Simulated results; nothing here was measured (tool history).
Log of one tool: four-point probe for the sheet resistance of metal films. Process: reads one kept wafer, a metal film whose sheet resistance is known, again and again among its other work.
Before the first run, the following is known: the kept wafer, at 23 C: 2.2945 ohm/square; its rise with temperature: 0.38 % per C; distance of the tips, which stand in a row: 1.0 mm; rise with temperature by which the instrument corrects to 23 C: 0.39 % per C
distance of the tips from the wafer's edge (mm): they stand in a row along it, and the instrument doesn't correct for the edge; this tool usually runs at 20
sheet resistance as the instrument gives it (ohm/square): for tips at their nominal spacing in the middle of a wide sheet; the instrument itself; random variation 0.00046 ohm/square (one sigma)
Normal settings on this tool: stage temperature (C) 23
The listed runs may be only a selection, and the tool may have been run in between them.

| run | hour | stage temperature (C) | distance of the tips from the wafer's edge (mm) | sheet resistance as the instrument gives it (ohm/square) |
|---|---|---|---|---|
| 1 | 0 | 23 | 20 | 2.297309 |
| 2 | 82.8 | 19 | 20 | 2.298624 |
| 3 | 176.9 | 19 | 20 | 2.2995 |
| 4 | 265.9 | 19 | 20 | 2.297893 |
| 5 | 322.4 | 19 | 20 | 2.298197 |
|  | 403.2 | stage's thermometer calibrated |
| 6 | 418.6 | 19 | 20 | 2.298688 |
| 7 | 541.4 | 23 | 43 | 2.295045 |
| 8 | 635.9 | 23 | 43 | 2.294568 |
| 9 | 769.5 | 23 | 43 | 2.294018 |
| 10 | 878.7 | 23 | 43 | 2.2944 |
| 11 | 993.6 | 23 | 20 | 2.297078 |
| 12 | 1087 | 23 | 20 | 2.296287 |
| 13 | 1213.7 | 23 | 28 | 2.295864 |
| 14 | 1292.7 | 28 | 20 | 2.295133 |
|  | 1329.1 | new probe head fitted |
| 15 | 1362 | 28 | 20 | 2.295403 |
| 16 | 1466.2 | 30 | 6 | 2.325974 |
| 17 | 1561.5 | 30 | 6 | 2.325712 |
| 18 | 1631.3 | 25 | 34 | 2.295154 |
| 19 | 1742.8 | 33 | 20 | 2.294676 |
| 20 | 1873 | 33 | 20 | 2.294318 |
| 21 | 1960.2 | 18 | 14 | 2.302988 |
| 22 | 2045.1 | 25 | 7 | 2.318891 |
| 23 | 2128 | 28 | 74 | 2.293946 |
| 24 | 2213.4 | 22 | 20 | 2.299337 |
| 25 | 2292.5 | 22 | 20 | 2.298729 |
| 26 | 2365.8 | 19 | 45 | 2.295333 |
| 27 | 2464.7 | 19 | 8 | 2.315027 |
| 28 | 2576.1 | 22 | 20 | 2.297496 |
|  | 2624 | stage's thermometer calibrated |
| 29 | 2654 | 34 | 37 | 2.292195 |
| 30 | 2716.1 | 34 | 37 | 2.291832 |

Predict each of these 4 candidate next runs independently; none follows another, all start after run 30:
| A | 2781.7 | 29 | 13 | ? |
| B | 2781.7 | 23 | 69 | ? |
| C | 2781.7 | 26 | 6 | ? |
| D | 2781.7 | 25 | 44 | ? |

| run | sheet resistance as the instrument gives it (ohm/square) |
|---|---|
| A | 2.300349 |
| B | 2.295197 |
| C | 2.327387 |
| D | 2.2944 |
Take away the tool's hidden state, keep each run's random variation, and the runs would have read:
| run | sheet resistance as the instrument gives it (ohm/square) |
|---|---|
| A | 2.300453 |
| B | 2.295301 |
| C | 2.327493 |
| D | 2.294504 |
